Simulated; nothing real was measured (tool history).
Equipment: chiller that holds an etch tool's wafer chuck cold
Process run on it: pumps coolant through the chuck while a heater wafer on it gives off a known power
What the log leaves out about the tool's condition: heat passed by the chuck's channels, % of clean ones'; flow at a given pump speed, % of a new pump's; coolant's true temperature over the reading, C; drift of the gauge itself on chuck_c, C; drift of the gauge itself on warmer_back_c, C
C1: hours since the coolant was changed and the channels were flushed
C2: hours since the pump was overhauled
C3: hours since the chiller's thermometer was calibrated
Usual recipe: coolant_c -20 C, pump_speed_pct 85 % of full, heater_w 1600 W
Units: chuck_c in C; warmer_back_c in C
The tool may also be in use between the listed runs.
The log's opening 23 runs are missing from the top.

Run 24, hour 679.4: usual settings but coolant_c -18 C, pump_speed_pct 65 % of full; C1 6036; C2 234; C3 2165. Result: chuck_c -2.6 C, warmer_back_c 9.12 C.
Run 25, hour 704.0: usual settings but coolant_c -18 C, pump_speed_pct 65 % of full; C1 6061; C2 259; C3 2189. Result: chuck_c -2.7 C, warmer_back_c 9.02 C.
Run 26, hour 734.9: usual settings but coolant_c -18 C, pump_speed_pct 65 % of full, heater_w 2354 W; C1 6092; C2 290; C3 2220. Result: chuck_c 4.4 C, warmer_back_c 13.24 C.
Run 27, hour 763.9: usual settings but coolant_c -27 C, pump_speed_pct 62 % of full; C1 6121; C2 319; C3 2249. Result: chuck_c -11.0 C, warmer_back_c 9.53 C.
Run 28, hour 805.9: usual settings but coolant_c -27 C, pump_speed_pct 62 % of full; C1 6163; C2 361; C3 2291. Result: chuck_c -10.7 C, warmer_back_c 9.57 C.
Run 29, hour 839.7: usual settings but coolant_c -25 C, heater_w 1017 W; C1 6196; C2 394; C3 2325. Result: chuck_c -17.5 C, warmer_back_c 4.26 C.
Run 30, hour 878.6: usual settings but coolant_c -25 C, heater_w 1017 W; C1 6235; C2 433; C3 2364. Result: chuck_c -17.5 C, warmer_back_c 4.33 C.
Run 31, hour 897.5: usual settings but coolant_c -25 C, pump_speed_pct 81 % of full, heater_w 1324 W; C1 6254; C2 452; C3 2383. Result: chuck_c -14.9 C, warmer_back_c 5.90 C.
Run 32, hour 921.6: usual settings but coolant_c -27 C, pump_speed_pct 87 % of full, heater_w 1324 W; C1 6278; C2 476; C3 2407. Result: chuck_c -17.5 C, warmer_back_c 5.40 C.

Alternative continuations, all from the tool just after run 32; predict every row:
Run A, hour 963.8: usual settings but coolant_c -27 C, pump_speed_pct 87 % of full, heater_w 2205 W; C1 6320; C2 518; C3 2449. Result: chuck_c ?, warmer_back_c ?.
Run B, hour 963.8: usual settings but coolant_c -16 C, pump_speed_pct 95 % of full, heater_w 1930 W; C1 6320; C2 518; C3 2449. Result: chuck_c ?, warmer_back_c ?.
Run C, hour 963.8: usual settings but coolant_c -21 C, pump_speed_pct 87 % of full, heater_w 1324 W; C1 6320; C2 518; C3 2449. Result: chuck_c ?, warmer_back_c ?.

run  chuck_c  warmer_back_c
  A    -11.2           8.94
  B     -3.5           7.14
  C    -11.4           5.43
The same runs, with their run-to-run variation unchanged, on a tool lacking any hidden condition would have given:
run  chuck_c  warmer_back_c
  A    -12.2           8.89
  B     -4.4           7.10
  C    -12.1           5.40

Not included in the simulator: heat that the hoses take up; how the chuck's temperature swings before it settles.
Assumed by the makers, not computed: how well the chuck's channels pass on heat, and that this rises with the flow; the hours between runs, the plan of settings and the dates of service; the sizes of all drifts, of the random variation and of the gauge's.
